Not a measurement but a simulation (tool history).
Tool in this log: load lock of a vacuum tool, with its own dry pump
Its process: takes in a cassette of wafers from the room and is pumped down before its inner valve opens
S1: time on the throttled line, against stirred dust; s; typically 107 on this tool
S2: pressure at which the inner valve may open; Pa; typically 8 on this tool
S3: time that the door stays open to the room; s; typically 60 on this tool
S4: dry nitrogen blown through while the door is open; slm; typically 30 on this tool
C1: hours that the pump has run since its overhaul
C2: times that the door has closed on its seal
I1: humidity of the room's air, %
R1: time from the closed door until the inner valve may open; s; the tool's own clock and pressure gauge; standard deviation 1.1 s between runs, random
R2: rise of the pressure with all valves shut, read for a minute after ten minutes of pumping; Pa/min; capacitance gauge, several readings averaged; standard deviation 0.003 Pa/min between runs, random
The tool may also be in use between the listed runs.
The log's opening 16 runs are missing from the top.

run	hour	S1	S2	S3	S4	C1	C2	I1	R1	R2
17	1086.8	107	8	60	30	2201	10835	47.3	185.5	0.019
18	1147.3	107	8	60	30	2261	11117	44.4	184.1	0.017
19	1203.2	107	8	60	30	2317	11378	44.8	187.1	0.017
20	1269.0	120	8	26	30	2383	11685	44.6	197.5	0.008
21	1354.3	173	6	134	12	2468	12083	48.7	246.7	0.059
22	1438.7	173	6	227	25	2553	12476	44.4	244.3	0.047
23	1488.0	107	12	60	38	2602	12707	44.5	181.4	0.021
24	1540.4	147	8	60	30	2654	12951	43.4	217.5	0.019
25	1613.9	107	8	121	30	2728	13294	44.3	185.8	0.029
26	1670.5	107	11	29	32	2784	13558	46.0	181.6	0.013
27	1730.9	107	11	29	32	2845	13839	40.9	182.7	0.013
28	1810.5	107	11	29	32	2924	14210	44.3	183.4	0.012
29	1870.9	107	6	29	11	2985	14492	44.9	189.7	0.021
30	1933.8	107	6	188	8	3048	14785	44.7	187.9	0.074
31	1999.3	107	9	60	4	3113	15091	41.2	182.8	0.038
32	2037.9	60	12	78	24	3152	15271	44.4	140.8	0.031
33	2077.5	92	11	126	11	3191	15456	41.8	168.8	0.046
34	2124.6	78	15	89	43	3239	15676	45.4	152.5	0.018
35	2175.5	107	8	60	39	3289	15913	46.4	182.8	0.019
36	2248.0	107	7	119	30	3362	16251	46.5	185.1	0.029
37	2329.2	142	8	60	30	3443	16630	41.3	214.3	0.021

3 ways to go on from here, each from the tool as it stands after run 37. What would each give?
A	2396.2	152	12	60	30	3510	16942	47.8	?	?
B	2396.2	142	14	60	30	3510	16942	44.7	?	?
C	2396.2	142	8	60	5	3510	16942	41.5	?	?

run	R1	R2
A	219.2	0.017
B	209.9	0.021
C	216.1	0.041
What these runs would have given with no unlogged condition in the tool:
run	R1	R2
A	219.2	0.017
B	209.9	0.020
C	216.1	0.041
